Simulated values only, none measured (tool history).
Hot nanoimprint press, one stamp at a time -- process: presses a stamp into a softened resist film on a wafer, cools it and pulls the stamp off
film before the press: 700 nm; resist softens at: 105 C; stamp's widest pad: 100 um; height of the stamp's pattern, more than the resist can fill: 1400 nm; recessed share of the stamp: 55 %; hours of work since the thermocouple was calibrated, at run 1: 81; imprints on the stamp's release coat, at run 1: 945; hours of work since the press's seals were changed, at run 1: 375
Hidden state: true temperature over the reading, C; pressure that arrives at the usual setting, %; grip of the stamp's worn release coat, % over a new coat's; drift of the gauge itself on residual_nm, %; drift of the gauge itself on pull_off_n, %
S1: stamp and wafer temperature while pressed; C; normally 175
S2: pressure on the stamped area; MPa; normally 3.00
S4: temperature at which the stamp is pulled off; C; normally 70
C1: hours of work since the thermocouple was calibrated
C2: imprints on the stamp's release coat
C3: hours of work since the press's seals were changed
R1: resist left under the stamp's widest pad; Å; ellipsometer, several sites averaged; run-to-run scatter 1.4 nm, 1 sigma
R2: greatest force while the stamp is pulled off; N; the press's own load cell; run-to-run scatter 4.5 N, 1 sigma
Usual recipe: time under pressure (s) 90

{"run": 1, "hour": 0.0, "S1": 175, "S2": 3.0, "time under pressure (s)": 90, "S4": 70, "C1": 81, "C2": 945, "C3": 375, "R1": 3523, "R2": 311}
{"run": 2, "hour": 12.1, "S1": 175, "S2": 3.0, "time under pressure (s)": 90, "S4": 70, "C1": 90, "C2": 975, "C3": 383, "R1": 3502, "R2": 314}
{"run": 3, "hour": 21.4, "S1": 175, "S2": 3.59, "time under pressure (s)": 90, "S4": 70, "C1": 96, "C2": 998, "C3": 390, "R1": 3211, "R2": 320}
{"run": 4, "hour": 33.6, "S1": 175, "S2": 3.59, "time under pressure (s)": 90, "S4": 70, "C1": 105, "C2": 1029, "C3": 399, "R1": 3212, "R2": 322}
{"run": 5, "hour": 49.9, "S1": 175, "S2": 3.0, "time under pressure (s)": 102, "S4": 70, "C1": 117, "C2": 1070, "C3": 410, "R1": 3377, "R2": 331}
{"run": 6, "hour": 66.1, "S1": 175, "S2": 3.0, "time under pressure (s)": 144, "S4": 70, "C1": 128, "C2": 1111, "C3": 422, "R1": 3044, "R2": 327}
{"run": 7, "hour": 72.8, "S1": 175, "S2": 3.0, "time under pressure (s)": 90, "S4": 57, "C1": 133, "C2": 1128, "C3": 426, "R1": 3554, "R2": 419}
{"run": 8, "hour": 84.4, "S1": 175, "S2": 3.0, "time under pressure (s)": 90, "S4": 57, "C1": 141, "C2": 1158, "C3": 435, "R1": 3559, "R2": 413}
{"run": 9, "hour": 97.2, "S1": 175, "S2": 3.0, "time under pressure (s)": 90, "S4": 57, "C1": 150, "C2": 1190, "C3": 444, "R1": 3540, "R2": 422}
{"hour": 101.1, "done": "plate thermocouple calibrated"}
{"run": 10, "hour": 112.6, "S1": 175, "S2": 3.0, "time under pressure (s)": 90, "S4": 70, "C1": 8, "C2": 1221, "C3": 452, "R1": 3601, "R2": 342}
{"hour": 126.6, "done": "plate thermocouple calibrated, once more"}
{"run": 11, "hour": 130.8, "S1": 175, "S2": 3.0, "time under pressure (s)": 90, "S4": 70, "C1": 3, "C2": 1259, "C3": 463, "R1": 3480, "R2": 334}
{"run": 12, "hour": 147.4, "S1": 175, "S2": 3.0, "time under pressure (s)": 80, "S4": 70, "C1": 15, "C2": 1301, "C3": 475, "R1": 3653, "R2": 345}
{"run": 13, "hour": 161.8, "S1": 175, "S2": 3.0, "time under pressure (s)": 80, "S4": 70, "C1": 25, "C2": 1338, "C3": 485, "R1": 3637, "R2": 348}
{"run": 14, "hour": 172.3, "S1": 175, "S2": 3.0, "time under pressure (s)": 80, "S4": 70, "C1": 32, "C2": 1364, "C3": 493, "R1": 3629, "R2": 355}
{"run": 15, "hour": 182.0, "S1": 175, "S2": 3.0, "time under pressure (s)": 80, "S4": 70, "C1": 39, "C2": 1389, "C3": 500, "R1": 3663, "R2": 359}
{"run": 16, "hour": 194.3, "S1": 171, "S2": 3.0, "time under pressure (s)": 80, "S4": 70, "C1": 48, "C2": 1419, "C3": 508, "R1": 4143, "R2": 364}
{"run": 17, "hour": 208.2, "S1": 175, "S2": 2.3, "time under pressure (s)": 90, "S4": 70, "C1": 58, "C2": 1455, "C3": 518, "R1": 4053, "R2": 349}
{"run": 18, "hour": 218.2, "S1": 175, "S2": 3.0, "time under pressure (s)": 117, "S4": 76, "C1": 65, "C2": 1480, "C3": 525, "R1": 3261, "R2": 319}
{"run": 19, "hour": 225.6, "S1": 175, "S2": 3.0, "time under pressure (s)": 90, "S4": 63, "C1": 70, "C2": 1499, "C3": 530, "R1": 3519, "R2": 408}
{"run": 20, "hour": 236.6, "S1": 180, "S2": 4.12, "time under pressure (s)": 157, "S4": 57, "C1": 78, "C2": 1526, "C3": 538, "R1": 2066, "R2": 462}
{"run": 21, "hour": 245.7, "S1": 180, "S2": 4.12, "time under pressure (s)": 157, "S4": 57, "C1": 84, "C2": 1549, "C3": 545, "R1": 2080, "R2": 441}
{"hour": 262.4, "done": "press's hydraulic seals changed and the load cell set to zero"}
{"run": 22, "hour": 266.9, "S1": 180, "S2": 4.12, "time under pressure (s)": 157, "S4": 57, "C1": 94, "C2": 1583, "C3": 3, "R1": 2041, "R2": 479}
{"run": 23, "hour": 276.5, "S1": 175, "S2": 1.99, "time under pressure (s)": 79, "S4": 70, "C1": 101, "C2": 1607, "C3": 10, "R1": 4472, "R2": 368}
{"run": 24, "hour": 289.5, "S1": 166, "S2": 3.45, "time under pressure (s)": 173, "S4": 69, "C1": 110, "C2": 1639, "C3": 19, "R1": 3665, "R2": 404}
{"run": 25, "hour": 304.4, "S1": 166, "S2": 3.45, "time under pressure (s)": 173, "S4": 69, "C1": 120, "C2": 1677, "C3": 30, "R1": 3666, "R2": 392}
{"run": 26, "hour": 314.8, "S1": 167, "S2": 1.85, "time under pressure (s)": 90, "S4": 70, "C1": 128, "C2": 1703, "C3": 37, "R1": 5454, "R2": 391}
{"run": 27, "hour": 326.5, "S1": 170, "S2": 3.0, "time under pressure (s)": 90, "S4": 69, "C1": 136, "C2": 1733, "C3": 45, "R1": 4133, "R2": 405}
{"run": 28, "hour": 343.1, "S1": 175, "S2": 2.31, "time under pressure (s)": 166, "S4": 70, "C1": 148, "C2": 1775, "C3": 57, "R1": 3352, "R2": 398}
{"run": 29, "hour": 356.7, "S1": 176, "S2": 3.06, "time under pressure (s)": 161, "S4": 70, "C1": 157, "C2": 1809, "C3": 67, "R1": 2813, "R2": 411}

Here are 5 independent what-if runs from the current tool condition. What would each one return?
{"run": "A", "hour": 366.9, "S1": 176, "S2": 2.66, "time under pressure (s)": 161, "S4": 70, "C1": 165, "C2": 1835, "C3": 74, "R1": "?", "R2": "?"}
{"run": "B", "hour": 366.9, "S1": 164, "S2": 3.06, "time under pressure (s)": 55, "S4": 55, "C1": 165, "C2": 1835, "C3": 74, "R1": "?", "R2": "?"}
{"run": "C", "hour": 366.9, "S1": 176, "S2": 2.07, "time under pressure (s)": 109, "S4": 70, "C1": 165, "C2": 1835, "C3": 74, "R1": "?", "R2": "?"}
{"run": "D", "hour": 366.9, "S1": 175, "S2": 2.17, "time under pressure (s)": 90, "S4": 60, "C1": 165, "C2": 1835, "C3": 74, "R1": "?", "R2": "?"}
{"run": "E", "hour": 366.9, "S1": 173, "S2": 3.27, "time under pressure (s)": 51, "S4": 70, "C1": 165, "C2": 1835, "C3": 74, "R1": "?", "R2": "?"}

run=A R1=3037 R2=406
run=B R1=5470 R2=523
run=C R1=3930 R2=411
run=D R1=4163 R2=470
run=E R1=4242 R2=409
Had the tool no hidden state, the same runs would have come out as:
run=A R1=2992 R2=220
run=B R1=5414 R2=285
run=C R1=3877 R2=222
run=D R1=4109 R2=255
run=E R1=4188 R2=222
